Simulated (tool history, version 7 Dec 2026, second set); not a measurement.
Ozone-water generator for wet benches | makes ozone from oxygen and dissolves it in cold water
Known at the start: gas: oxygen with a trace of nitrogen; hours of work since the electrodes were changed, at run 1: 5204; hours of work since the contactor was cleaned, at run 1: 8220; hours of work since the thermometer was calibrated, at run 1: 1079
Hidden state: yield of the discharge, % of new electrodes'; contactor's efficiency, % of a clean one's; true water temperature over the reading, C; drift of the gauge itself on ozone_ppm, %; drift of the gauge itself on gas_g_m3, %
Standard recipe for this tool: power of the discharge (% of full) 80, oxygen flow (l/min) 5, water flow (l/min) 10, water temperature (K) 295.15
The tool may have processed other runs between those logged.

| run | hour | power of the discharge (% of full) | oxygen flow (l/min) | water flow (l/min) | water temperature (K) | hours of work since the electrodes were changed | hours of work since the contactor was cleaned | hours of work since the thermometer was calibrated | dissolved ozone (ppm) | ozone in the gas ahead of the water (g/m3) |
|---|---|---|---|---|---|---|---|---|---|---|
| 1 | 0 | 80 | 5 | 10 | 295.15 | 5204 | 8220 | 1079 | 28 | 186.7 |
| 2 | 139 | 80 | 5 | 10 | 295.15 | 5296 | 8311 | 1170 | 27.4 | 186.1 |
| 3 | 355.3 | 80 | 5 | 10 | 295.15 | 5438 | 8453 | 1312 | 27.3 | 186.5 |
| 4 | 558.5 | 80 | 5 | 10 | 302.15 | 5571 | 8586 | 1446 | 23.6 | 187.1 |
| 5 | 751.7 | 80 | 5 | 10 | 290.15 | 5698 | 8713 | 1573 | 29.7 | 184 |
| 6 | 892.4 | 80 | 2.76 | 10 | 295.15 | 5790 | 8806 | 1665 | 28.2 | 246 |
| 7 | 1023.9 | 80 | 2.76 | 10 | 295.15 | 5877 | 8892 | 1752 | 27.7 | 243.6 |
| 8 | 1178 | 80 | 2.76 | 10 | 295.15 | 5978 | 8993 | 1853 | 27.7 | 247.1 |
| 9 | 1407.8 | 80 | 5 | 10 | 295.15 | 6129 | 9144 | 2004 | 26.8 | 183.6 |
| 10 | 1617.4 | 80 | 5 | 10 | 295.15 | 6266 | 9282 | 2141 | 26.6 | 182.2 |
| 11 | 1720.1 | 80 | 5 | 10 | 295.15 | 6334 | 9349 | 2209 | 26.6 | 181.5 |
| 12 | 1821 | 80 | 5 | 10 | 295.15 | 6400 | 9416 | 2275 | 27 | 182.3 |
| 13 | 1959.9 | 80 | 5 | 10 | 295.15 | 6491 | 9507 | 2366 | 26.8 | 181.6 |
| 14 | 2164.2 | 80 | 5 | 10 | 295.15 | 6626 | 9641 | 2500 | 26.7 | 180.7 |
| 15 | 2345.8 | 80 | 5 | 10 | 295.15 | 6745 | 9760 | 2620 | 26.6 | 180.8 |
| 16 | 2497.3 | 47 | 5 | 10 | 295.15 | 6844 | 9860 | 2719 | 18.3 | 127.7 |
|  | 2522.6 | contactor cleaned |
| 17 | 2618.3 | 80 | 5 | 10 | 295.15 | 6921 | 63 | 2796 | 27.7 | 179 |
| 18 | 2835.4 | 80 | 4.77 | 7 | 289.15 | 7064 | 205 | 2939 | 36.8 | 182.2 |
| 19 | 3040.2 | 92 | 3.98 | 7 | 302.15 | 7198 | 340 | 3073 | 31 | 217.9 |
| 20 | 3248.4 | 92 | 3.98 | 7 | 302.15 | 7335 | 477 | 3210 | 30.9 | 215.7 |
| 21 | 3373.8 | 92 | 3.98 | 10 | 302.15 | 7417 | 559 | 3292 | 26.5 | 218.7 |
| 22 | 3500.5 | 84 | 5 | 10 | 289.15 | 7500 | 642 | 3375 | 31.4 | 182.8 |
|  | 3521 | water thermometer calibrated |
| 23 | 3708.4 | 46 | 4.66 | 7 | 292.15 | 7637 | 778 | 123 | 23.8 | 127.4 |
| 24 | 3875.2 | 46 | 4.66 | 14 | 292.15 | 7746 | 888 | 233 | 16.4 | 126.5 |
| 25 | 4099.3 | 88 | 4.66 | 14 | 292.15 | 7893 | 1035 | 380 | 24.8 | 193.1 |
| 26 | 4252.8 | 88 | 4.66 | 14 | 292.15 | 7994 | 1136 | 481 | 25 | 193.8 |
| 27 | 4449 | 88 | 4.66 | 14 | 292.15 | 8123 | 1265 | 609 | 24.8 | 192 |
| 28 | 4599.8 | 49 | 5 | 8 | 295.15 | 8222 | 1364 | 708 | 21.4 | 126.7 |
| 29 | 4773.1 | 49 | 5 | 8 | 295.15 | 8336 | 1478 | 822 | 21.2 | 127.1 |
|  | 4897 | water thermometer calibrated, once more |
| 30 | 4987.5 | 44 | 5 | 10 | 295.15 | 8476 | 1618 | 59 | 18.1 | 117.9 |
| 31 | 5090.3 | 44 | 5.3 | 10 | 295.15 | 8544 | 1686 | 127 | 17.8 | 115.5 |
| 32 | 5222.6 | 80 | 5 | 10 | 292.15 | 8631 | 1772 | 214 | 28.2 | 173.1 |
| 33 | 5412 | 80 | 5 | 10 | 292.15 | 8755 | 1897 | 338 | 27.4 | 172.6 |

What if the next run were any one of these 3? Each begins from the tool's condition after run 33:
| A | 5565.8 | 88 | 2.9 | 10 | 295.15 | 8856 | 1998 | 439 | ? | ? |
| B | 5565.8 | 80 | 3.15 | 10 | 292.15 | 8856 | 1998 | 439 | ? | ? |
| C | 5565.8 | 80 | 3.45 | 10 | 298.15 | 8856 | 1998 | 439 | ? | ? |

| run | dissolved ozone (ppm) | ozone in the gas ahead of the water (g/m3) |
|---|---|---|
| A | 28.8 | 239.9 |
| B | 28.2 | 214.9 |
| C | 25.5 | 205.8 |
Had the tool no hidden state, the same runs would have come out as:
| run | dissolved ozone (ppm) | ozone in the gas ahead of the water (g/m3) |
|---|---|---|
| A | 35.5 | 292.2 |
| B | 34.4 | 258.7 |
| C | 31 | 248 |
